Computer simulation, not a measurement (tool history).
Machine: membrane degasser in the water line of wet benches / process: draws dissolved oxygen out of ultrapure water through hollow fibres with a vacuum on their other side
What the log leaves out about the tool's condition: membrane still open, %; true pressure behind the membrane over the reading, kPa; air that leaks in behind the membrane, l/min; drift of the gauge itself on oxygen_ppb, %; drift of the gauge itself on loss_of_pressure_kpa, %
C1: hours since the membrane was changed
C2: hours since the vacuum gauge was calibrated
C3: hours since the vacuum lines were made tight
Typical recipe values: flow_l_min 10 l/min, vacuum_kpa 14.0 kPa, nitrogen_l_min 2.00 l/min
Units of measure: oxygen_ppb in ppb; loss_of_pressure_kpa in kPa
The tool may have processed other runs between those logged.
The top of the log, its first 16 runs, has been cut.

{"run": 17, "day": 29.496, "flow_l_min": 10, "vacuum_kpa": 14.0, "nitrogen_l_min": 2.0, "C1": 2857, "C2": 3899, "C3": 2582, "oxygen_ppb": 173.2, "loss_of_pressure_kpa": 69.99}
{"run": 18, "day": 31.646, "flow_l_min": 10, "vacuum_kpa": 14.0, "nitrogen_l_min": 1.74, "C1": 2909, "C2": 3951, "C3": 2633, "oxygen_ppb": 190.6, "loss_of_pressure_kpa": 70.34}
{"run": 19, "day": 33.883, "flow_l_min": 10, "vacuum_kpa": 14.9, "nitrogen_l_min": 2.0, "C1": 2962, "C2": 4005, "C3": 2687, "oxygen_ppb": 184.8, "loss_of_pressure_kpa": 70.33}
{"run": 20, "day": 35.854, "flow_l_min": 12, "vacuum_kpa": 24.6, "nitrogen_l_min": 0.93, "C1": 3010, "C2": 4052, "C3": 2734, "oxygen_ppb": 654.3, "loss_of_pressure_kpa": 84.33}
{"run": 21, "day": 37.783, "flow_l_min": 12, "vacuum_kpa": 24.6, "nitrogen_l_min": 0.93, "C1": 3056, "C2": 4098, "C3": 2780, "oxygen_ppb": 658.9, "loss_of_pressure_kpa": 84.35}
{"run": 22, "day": 38.933, "flow_l_min": 16, "vacuum_kpa": 14.0, "nitrogen_l_min": 3.07, "C1": 3084, "C2": 4126, "C3": 2808, "oxygen_ppb": 220.2, "loss_of_pressure_kpa": 112.07}
{"run": 23, "day": 40.35, "flow_l_min": 16, "vacuum_kpa": 15.2, "nitrogen_l_min": 2.55, "C1": 3117, "C2": 4160, "C3": 2842, "oxygen_ppb": 268.2, "loss_of_pressure_kpa": 112.75}
{"run": 24, "day": 42.567, "flow_l_min": 16, "vacuum_kpa": 15.2, "nitrogen_l_min": 2.55, "C1": 3171, "C2": 4213, "C3": 2895, "oxygen_ppb": 267.7, "loss_of_pressure_kpa": 112.49}
{"run": 25, "day": 45.279, "flow_l_min": 8, "vacuum_kpa": 26.2, "nitrogen_l_min": 2.0, "C1": 3236, "C2": 4278, "C3": 2960, "oxygen_ppb": 250.5, "loss_of_pressure_kpa": 56.67}
{"run": 26, "day": 47.896, "flow_l_min": 9, "vacuum_kpa": 14.7, "nitrogen_l_min": 3.13, "C1": 3299, "C2": 4341, "C3": 3023, "oxygen_ppb": 118.7, "loss_of_pressure_kpa": 63.19}
{"run": 27, "day": 49.7, "flow_l_min": 9, "vacuum_kpa": 14.7, "nitrogen_l_min": 3.13, "C1": 3342, "C2": 4384, "C3": 3067, "oxygen_ppb": 117.6, "loss_of_pressure_kpa": 63.23}
{"run": 28, "day": 51.979, "flow_l_min": 6, "vacuum_kpa": 24.2, "nitrogen_l_min": 3.13, "C1": 3397, "C2": 4439, "C3": 3121, "oxygen_ppb": 117.6, "loss_of_pressure_kpa": 42.62}
{"run": 29, "day": 54.046, "flow_l_min": 16, "vacuum_kpa": 10.7, "nitrogen_l_min": 5.63, "C1": 3446, "C2": 4489, "C3": 3171, "oxygen_ppb": 141.7, "loss_of_pressure_kpa": 112.69}
{"run": 30, "day": 56.525, "flow_l_min": 15, "vacuum_kpa": 18.6, "nitrogen_l_min": 1.1, "C1": 3506, "C2": 4548, "C3": 3230, "oxygen_ppb": 538.0, "loss_of_pressure_kpa": 105.09}
{"run": 31, "day": 58.317, "flow_l_min": 15, "vacuum_kpa": 18.6, "nitrogen_l_min": 1.1, "C1": 3549, "C2": 4591, "C3": 3273, "oxygen_ppb": 540.6, "loss_of_pressure_kpa": 104.85}
{"run": 32, "day": 60.175, "flow_l_min": 10, "vacuum_kpa": 10.9, "nitrogen_l_min": 1.06, "C1": 3593, "C2": 4636, "C3": 3318, "oxygen_ppb": 212.0, "loss_of_pressure_kpa": 70.57}
{"run": 33, "day": 62.829, "flow_l_min": 10, "vacuum_kpa": 9.3, "nitrogen_l_min": 2.49, "C1": 3657, "C2": 4699, "C3": 3382, "oxygen_ppb": 104.4, "loss_of_pressure_kpa": 70.81}

Below are 3 alternative next runs, each starting from the tool's condition after run 33. Predict each:
{"run": "A", "day": 65.442, "flow_l_min": 14, "vacuum_kpa": 11.6, "nitrogen_l_min": 4.14, "C1": 3720, "C2": 4762, "C3": 3444, "oxygen_ppb": "?", "loss_of_pressure_kpa": "?"}
{"run": "B", "day": 65.442, "flow_l_min": 10, "vacuum_kpa": 27.4, "nitrogen_l_min": 2.49, "C1": 3720, "C2": 4762, "C3": 3444, "oxygen_ppb": "?", "loss_of_pressure_kpa": "?"}
{"run": "C", "day": 65.442, "flow_l_min": 9, "vacuum_kpa": 9.3, "nitrogen_l_min": 2.49, "C1": 3720, "C2": 4762, "C3": 3444, "oxygen_ppb": "?", "loss_of_pressure_kpa": "?"}

run=A oxygen_ppb=141.6 loss_of_pressure_kpa=98.87
run=B oxygen_ppb=277.8 loss_of_pressure_kpa=70.19
run=C oxygen_ppb=89.7 loss_of_pressure_kpa=63.57
Had the tool no hidden state, the same runs would have come out as:
run=A oxygen_ppb=137.6 loss_of_pressure_kpa=98.07
run=B oxygen_ppb=271.6 loss_of_pressure_kpa=69.62
run=C oxygen_ppb=86.8 loss_of_pressure_kpa=63.06

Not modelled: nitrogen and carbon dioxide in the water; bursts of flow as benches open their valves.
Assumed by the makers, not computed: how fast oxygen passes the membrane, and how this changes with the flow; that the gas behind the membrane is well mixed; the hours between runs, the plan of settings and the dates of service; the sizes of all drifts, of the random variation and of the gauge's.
